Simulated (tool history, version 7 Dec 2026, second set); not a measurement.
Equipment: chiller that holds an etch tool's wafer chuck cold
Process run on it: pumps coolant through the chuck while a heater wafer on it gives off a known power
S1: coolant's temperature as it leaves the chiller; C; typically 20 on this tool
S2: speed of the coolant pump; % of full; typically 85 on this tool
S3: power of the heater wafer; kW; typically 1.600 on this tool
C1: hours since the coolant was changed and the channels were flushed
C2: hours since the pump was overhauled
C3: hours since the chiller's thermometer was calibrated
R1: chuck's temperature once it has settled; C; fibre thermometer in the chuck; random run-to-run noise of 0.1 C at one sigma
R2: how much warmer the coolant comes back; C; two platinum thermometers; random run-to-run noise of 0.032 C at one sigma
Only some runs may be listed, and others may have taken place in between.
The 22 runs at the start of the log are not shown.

run 23 hour=965.4 | S1=15 S2=67 S3=1.833 | C1=132 C2=2127 C3=4364 | R1=29.5 R2=5.66
run 24 hour=1028.2 | S1=20 S2=85 S3=1.395 | C1=194 C2=2190 C3=4427 | R1=29.1 R2=3.24
run 25 hour=1067.2 | S1=20 S2=85 S3=1.395 | C1=233 C2=2229 C3=4466 | R1=29.0 R2=3.21
-- hour=1087.2 gauge calibrated
run 26 hour=1110.5 | S1=11 S2=75 S3=1.395 | C1=277 C2=2272 C3=4509 | R1=21.1 R2=4.02
run 27 hour=1155.5 | S1=20 S2=79 S3=1.546 | C1=322 C2=2317 C3=4554 | R1=30.6 R2=4.19
run 28 hour=1187.3 | S1=22 S2=99 S3=1.366 | C1=354 C2=2349 C3=4586 | R1=29.8 R2=2.93
run 29 hour=1241.1 | S1=22 S2=99 S3=1.366 | C1=407 C2=2403 C3=4640 | R1=29.7 R2=2.89
run 30 hour=1270.4 | S1=22 S2=99 S3=1.366 | C1=437 C2=2432 C3=4669 | R1=29.7 R2=2.90
run 31 hour=1299.7 | S1=11 S2=85 S3=1.434 | C1=466 C2=2462 C3=4698 | R1=20.3 R2=3.58

Here are 4 independent what-if runs from the current tool condition. What would each one return?
run A hour=1328.6 | S1=20 S2=75 S3=1.600 | C1=495 C2=2490 C3=4727 | R1=? R2=?
run B hour=1328.6 | S1=13 S2=61 S3=1.434 | C1=495 C2=2490 C3=4727 | R1=? R2=?
run C hour=1328.6 | S1=11 S2=85 S3=1.150 | C1=495 C2=2490 C3=4727 | R1=? R2=?
run D hour=1328.6 | S1=20 S2=85 S3=1.301 | C1=495 C2=2490 C3=4727 | R1=? R2=?

run=A R1=31.5 R2=4.54
run=B R1=25.4 R2=4.99
run=C R1=18.4 R2=2.86
run=D R1=28.2 R2=3.27
With the hidden condition removed and each run's random variation left untouched, the same runs would have given:
run=A R1=31.5 R2=4.61
run=B R1=25.4 R2=5.06
run=C R1=18.4 R2=2.93
run=D R1=28.2 R2=3.34
